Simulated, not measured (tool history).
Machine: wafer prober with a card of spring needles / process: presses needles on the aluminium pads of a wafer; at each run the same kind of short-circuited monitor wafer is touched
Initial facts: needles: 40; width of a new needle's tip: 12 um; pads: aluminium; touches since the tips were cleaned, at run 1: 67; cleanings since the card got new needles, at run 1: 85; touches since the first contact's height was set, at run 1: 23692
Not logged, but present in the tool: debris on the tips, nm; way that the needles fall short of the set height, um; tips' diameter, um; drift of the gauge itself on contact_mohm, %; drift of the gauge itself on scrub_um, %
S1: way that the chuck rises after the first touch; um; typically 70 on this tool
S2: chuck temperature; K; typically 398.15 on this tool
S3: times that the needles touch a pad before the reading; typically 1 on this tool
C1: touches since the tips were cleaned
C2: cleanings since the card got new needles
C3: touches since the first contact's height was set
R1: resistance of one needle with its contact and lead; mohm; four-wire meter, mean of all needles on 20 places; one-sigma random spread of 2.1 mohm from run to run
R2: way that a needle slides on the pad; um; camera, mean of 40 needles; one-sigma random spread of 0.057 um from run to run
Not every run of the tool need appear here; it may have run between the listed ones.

run	hour	S1	S2	S3	C1	C2	C3	R1	R2
1	0	70	398.15	1	67	85	23692	232	12.96
# hour 3.6: tips cleaned on abrasive film
# hour 8: tips cleaned on abrasive film
2	11.3	70	398.15	1	2535	87	32197	235	13.02
# hour 12.3: tips cleaned on abrasive film
# hour 16.7: tips cleaned on abrasive film
# hour 20.3: tips cleaned on abrasive film
3	23	70	398.15	1	2079	90	40940	234	12.93
# hour 24.8: tips cleaned on abrasive film
# hour 29.2: tips cleaned on abrasive film
# hour 32.9: tips cleaned on abrasive film
# hour 37.1: tips cleaned on abrasive film
4	37.1	70	398.15	1	2	94	51429	233	12.93
# hour 41.4: tips cleaned on abrasive film
5	44.5	88	398.15	1	2386	95	57026	232	16.25
# hour 45.5: tips cleaned on abrasive film
# hour 50: tips cleaned on abrasive film
# hour 54.3: tips cleaned on abrasive film
6	57.3	70	398.15	1	2254	98	66549	233	12.99
# hour 58.2: tips cleaned on abrasive film
# hour 62.7: tips cleaned on abrasive film
# hour 66.8: tips cleaned on abrasive film
# hour 67.1: height of the first contact set anew
7	68.6	70	398.15	1	1133	101	1133	232	13.07
# hour 71.4: tips cleaned on abrasive film
# hour 75.8: tips cleaned on abrasive film
# hour 80.3: tips cleaned on abrasive film
# hour 84.2: tips cleaned on abrasive film
8	84.2	70	398.15	1	0	105	12759	231	13.08
# hour 88.6: tips cleaned on abrasive film
# hour 92.2: tips cleaned on abrasive film
9	94.5	70	398.15	1	1751	107	20469	232	13.05
# hour 96.3: tips cleaned on abrasive film
# hour 100.8: tips cleaned on abrasive film
10	103.2	70	398.15	1	1844	109	27006	233	13.06
# hour 105: tips cleaned on abrasive film
# hour 109.5: tips cleaned on abrasive film
# hour 113.2: tips cleaned on abrasive film
# hour 117.5: tips cleaned on abrasive film
11	119.6	70	398.15	1	1577	113	39241	231	13.05
# hour 121.4: tips cleaned on abrasive film
# hour 125.1: tips cleaned on abrasive film
# hour 128.7: tips cleaned on abrasive film
# hour 133.2: tips cleaned on abrasive film
12	134.9	70	398.15	1	1302	117	50635	230	13.04
# hour 137.5: tips cleaned on abrasive film
# hour 141.1: tips cleaned on abrasive film
# hour 144.7: tips cleaned on abrasive film
13	146.2	87	398.15	1	1104	120	59056	236	16.41
# hour 148.8: tips cleaned on abrasive film
# hour 153.1: tips cleaned on abrasive film
14	155.3	87	398.15	1	1732	122	65947	231	16.42
# hour 157.2: tips cleaned on abrasive film
# hour 160.8: tips cleaned on abrasive film
# hour 165.3: tips cleaned on abrasive film
# hour 166.5: height of the first contact set anew
# hour 170: tips cleaned on abrasive film
15	172.2	81	300.15	1	1678	126	4275	209	15.2
# hour 174.1: tips cleaned on abrasive film
# hour 177.7: tips cleaned on abrasive film
# hour 182.1: tips cleaned on abrasive film
16	182.6	68	321.15	1	401	129	12002	215	12.77
# hour 186.1: tips cleaned on abrasive film
# hour 190.5: tips cleaned on abrasive film
17	192	51	331.15	1	1114	131	19035	217	9.54
# hour 194.7: tips cleaned on abrasive film
# hour 199.2: tips cleaned on abrasive film
# hour 202.9: tips cleaned on abrasive film
18	206.3	83	368.15	2	2657	134	29790	225	15.57
# hour 207.3: tips cleaned on abrasive film
# hour 208.2: gauge calibrated
# hour 211.6: tips cleaned on abrasive film
# hour 215.2: tips cleaned on abrasive film
# hour 219.2: tips cleaned on abrasive film
19	219.2	83	368.15	2	0	138	39331	227	15.31
# hour 222.8: tips cleaned on abrasive film
# hour 227.2: tips cleaned on abrasive film
20	229.1	62	398.15	1	1448	140	46797	232	11.39
# hour 231: tips cleaned on abrasive film
# hour 235.4: tips cleaned on abrasive film
# hour 239: tips cleaned on abrasive film
# hour 243.5: tips cleaned on abrasive film
21	246.2	62	398.15	1	2097	144	59568	234	11.51
# hour 247.2: tips cleaned on abrasive film
# hour 251.5: tips cleaned on abrasive film
# hour 255.1: tips cleaned on abrasive film
22	257	62	398.15	1	1464	147	67602	234	11.46
# hour 258.9: tips cleaned on abrasive film
# hour 263.2: tips cleaned on abrasive film
# hour 266.1: height of the first contact set anew
# hour 268: tips cleaned on abrasive film
# hour 271.6: tips cleaned on abrasive film
23	273.4	51	398.15	1	1363	151	5413	232	9.5
# hour 275.2: tips cleaned on abrasive film
# hour 279.7: tips cleaned on abrasive film
# hour 284: tips cleaned on abrasive film
# hour 287.6: tips cleaned on abrasive film
24	290.4	51	398.15	1	2113	155	18147	232	9.46
# hour 291.4: tips cleaned on abrasive film
# hour 295: tips cleaned on abrasive film
# hour 298.6: tips cleaned on abrasive film
25	301.3	51	398.15	1	2082	158	26305	233	9.44
# hour 302.3: tips cleaned on abrasive film
# hour 306: tips cleaned on abrasive film
# hour 309.6: tips cleaned on abrasive film
# hour 313.5: tips cleaned on abrasive film
26	313.5	70	360.15	1	0	162	35308	220	13.02
# hour 317.9: tips cleaned on abrasive film
# hour 322.2: tips cleaned on abrasive film
# hour 325.9: tips cleaned on abrasive film
# hour 330.2: tips cleaned on abrasive film
27	331.3	70	360.15	1	858	166	48644	224	13.02

Branching from run 27: 4 alternative next runs. What would each branch give?
# hour 333.9: tips cleaned on abrasive film
# hour 337.5: tips cleaned on abrasive film
# hour 341.1: tips cleaned on abrasive film
A	343.7	60	306.15	2	1964	169	57898	?	?
# hour 333.9: tips cleaned on abrasive film
# hour 337.5: tips cleaned on abrasive film
# hour 341.1: tips cleaned on abrasive film
B	343.7	53	330.15	1	1964	169	57898	?	?
# hour 333.9: tips cleaned on abrasive film
# hour 337.5: tips cleaned on abrasive film
# hour 341.1: tips cleaned on abrasive film
C	343.7	75	308.15	2	1964	169	57898	?	?
# hour 333.9: tips cleaned on abrasive film
# hour 337.5: tips cleaned on abrasive film
# hour 341.1: tips cleaned on abrasive film
D	343.7	90	309.15	1	1964	169	57898	?	?

run	R1	R2
A	210	11.23
B	219	9.9
C	211	14.04
D	208	16.82
Had the tool no hidden state, the same runs would have come out as:
run	R1	R2
A	210	11.08
B	218	9.77
C	211	13.85
D	208	16.59
